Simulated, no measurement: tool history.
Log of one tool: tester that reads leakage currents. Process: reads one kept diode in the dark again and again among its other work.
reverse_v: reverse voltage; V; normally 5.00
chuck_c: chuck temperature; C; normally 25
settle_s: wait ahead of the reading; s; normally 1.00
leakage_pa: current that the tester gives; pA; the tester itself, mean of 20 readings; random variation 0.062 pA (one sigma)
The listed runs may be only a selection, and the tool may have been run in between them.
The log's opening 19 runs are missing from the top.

Run 20, hour 1167.5: usual settings. Result: leakage_pa 17.54 pA.
At hour 1177.1: probe card cleaned and baked.
Run 21, hour 1258.4: usual settings. Result: leakage_pa 19.39 pA.
Run 22, hour 1338.2: usual settings but settle_s 9.07 s. Result: leakage_pa 18.48 pA.
Run 23, hour 1396.7: usual settings but chuck_c 38 C, settle_s 0.38 s. Result: leakage_pa 38.81 pA.
Run 24, hour 1436.2: usual settings but chuck_c 38 C, settle_s 1.68 s. Result: leakage_pa 36.72 pA.
Run 25, hour 1490.1: usual settings but reverse_v 14.33 V, settle_s 5.77 s. Result: leakage_pa 37.20 pA.
At hour 1530.4: chuck's temperature calibrated.
Run 26, hour 1538.4: usual settings but reverse_v 6.43 V, chuck_c 36 C, settle_s 5.77 s. Result: leakage_pa 34.36 pA.
At hour 1588.8: probe card cleaned and baked, once more.
Run 27, hour 1588.8: usual settings but reverse_v 6.43 V, chuck_c 36 C, settle_s 5.77 s. Result: leakage_pa 26.03 pA.
Run 28, hour 1668.0: usual settings but reverse_v 19.60 V, chuck_c 23 C, settle_s 0.32 s. Result: leakage_pa 29.69 pA.
Run 29, hour 1751.8: usual settings but reverse_v 6.32 V, chuck_c 32 C, settle_s 1.06 s. Result: leakage_pa 21.35 pA.
Run 30, hour 1828.2: usual settings but reverse_v 5.10 V, chuck_c 41 C, settle_s 1.10 s. Result: leakage_pa 34.50 pA.
Run 31, hour 1865.9: usual settings but reverse_v 10.80 V, chuck_c 45 C, settle_s 0.76 s. Result: leakage_pa 60.65 pA.
Run 32, hour 1931.4: usual settings but reverse_v 1.09 V, settle_s 1.04 s. Result: leakage_pa 6.56 pA.
Run 33, hour 2010.1: usual settings but chuck_c 57 C. Result: leakage_pa 90.60 pA.
Run 34, hour 2051.1: usual settings but chuck_c 51 C. Result: leakage_pa 63.62 pA.
Run 35, hour 2106.6: usual settings but chuck_c 51 C. Result: leakage_pa 63.61 pA.
Run 36, hour 2148.9: usual settings but reverse_v 15.13 V, chuck_c 56 C. Result: leakage_pa 132.08 pA.
Run 37, hour 2227.7: usual settings but reverse_v 2.14 V. Result: leakage_pa 8.84 pA.
At hour 2262.1: tester calibrated.
Run 38, hour 2308.0: usual settings but reverse_v 14.54 V, settle_s 0.51 s. Result: leakage_pa 26.30 pA.
Run 39, hour 2348.6: usual settings but reverse_v 13.61 V, settle_s 5.88 s. Result: leakage_pa 19.89 pA.
Run 40, hour 2418.8: usual settings but reverse_v 13.61 V, settle_s 5.88 s. Result: leakage_pa 20.30 pA.

What if the next run were any one of these 3? Each begins from the tool's condition after run 40:
Run A, hour 2493.6: usual settings but reverse_v 8.06 V, chuck_c 43 C, settle_s 5.88 s. Result: leakage_pa ?.
Run B, hour 2493.6: usual settings but reverse_v 13.61 V, chuck_c 31 C, settle_s 1.49 s. Result: leakage_pa ?.
Run C, hour 2493.6: usual settings but reverse_v 4.41 V, chuck_c 32 C. Result: leakage_pa ?.

run  leakage_pa
  A       48.78
  B       30.92
  C       19.90
The same runs, with their run-to-run variation unchanged, on a tool lacking any hidden condition would have given:
run  leakage_pa
  A       46.08
  B       27.30
  C       18.54
